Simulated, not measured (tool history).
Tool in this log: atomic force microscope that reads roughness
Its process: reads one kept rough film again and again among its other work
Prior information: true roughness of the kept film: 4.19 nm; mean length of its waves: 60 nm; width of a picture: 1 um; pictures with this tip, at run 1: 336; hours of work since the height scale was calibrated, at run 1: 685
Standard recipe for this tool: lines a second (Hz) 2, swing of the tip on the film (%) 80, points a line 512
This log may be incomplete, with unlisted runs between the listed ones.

run   hour  lines a second (Hz)  swing of the tip on the film (%)  points a line  pictures with this tip  hours of work since the height scale was calibrated  roughness of the kept film (nm (root mean square))
  1      0                    2                                80            512                     336                                                  685                                               3.577
       7.3  -- new tip fitted
  2   27.1                    2                                80            512                      25                                                  706                                               3.631
  3   49.2                    2                                80            512                      53                                                  723                                               3.599
  4   92.8                    2                                80            512                     109                                                  758                                               3.616
  5  128.4                    2                                80            512                     154                                                  785                                               3.615
  6  148.8                    2                                80            512                     180                                                  801                                               3.636
  7  171.5                    2                                80            512                     209                                                  819                                               3.607
  8  207.5                    2                                80            512                     255                                                  848                                               3.651
  9  250.6                    2                                80            512                     310                                                  881                                               3.584
     277.2  -- new tip fitted
 10  277.2                 0.74                                80            512                       0                                                  902                                               3.886
 11  299.2                 0.74                                80            512                      28                                                  919                                               3.905
 12  334.8                 0.74                                80            512                      73                                                  947                                               3.888
 13  366.8                 1.03                                80            512                     114                                                  972                                               3.832
 14  387.3                 1.03                                80            512                     140                                                  988                                               3.815
 15  405.8                 1.03                                80            512                     164                                                 1003                                                 3.8
 16  432.9                 1.03                                59            483                     198                                                 1024                                               3.967
 17  474.9                 0.52                                77            483                     252                                                 1057                                               3.922
 18  501.1                 1.03                                57            512                     285                                                 1078                                               3.978
 19  524.3                 1.03                                57            512                     315                                                 1096                                               3.985
     549.6  -- new tip fitted
 20  568.1                 2.02                                70            512                      24                                                 1130                                               3.799
 21  602.6                 2.02                                70            512                      68                                                 1157                                               3.756
 22  645.2                 2.02                                70            512                     122                                                 1190                                               3.786
 23  686.2                 1.05                                60            298                     174                                                 1222                                               3.975
 24  704.8                 3.33                                85            768                     198                                                 1237                                               3.219
 25  735.2                 0.58                                56            692                     237                                                 1261                                               3.998
 26  762.4                 3.62                                57            327                     271                                                 1282                                               3.835
 27  799.6                 0.95                                80            553                     319                                                 1311                                               3.839
     821.8  -- new tip fitted
 28  842.2                 0.95                                80            553                      26                                                 1345                                               3.825
 29  866.7                    2                                80            372                      58                                                 1364                                               3.628
 30  897.7                    2                                80            372                      97                                                 1388                                               3.615

Entry by entry between the runs, the difference in hidden state between the last listed run before and the first listed run after:
After run 1, before run 2: new tip fitted (hour 7.3)
  radius of the tip, nm: 7.6 -> 7.1
After run 9, before run 10: new tip fitted (hour 277.2)
  radius of the tip, nm: 7.5 -> 7
After run 19, before run 20: new tip fitted (hour 549.6)
  radius of the tip, nm: 7.5 -> 7.1
After run 27, before run 28: new tip fitted (hour 821.8)
  radius of the tip, nm: 7.5 -> 7.1

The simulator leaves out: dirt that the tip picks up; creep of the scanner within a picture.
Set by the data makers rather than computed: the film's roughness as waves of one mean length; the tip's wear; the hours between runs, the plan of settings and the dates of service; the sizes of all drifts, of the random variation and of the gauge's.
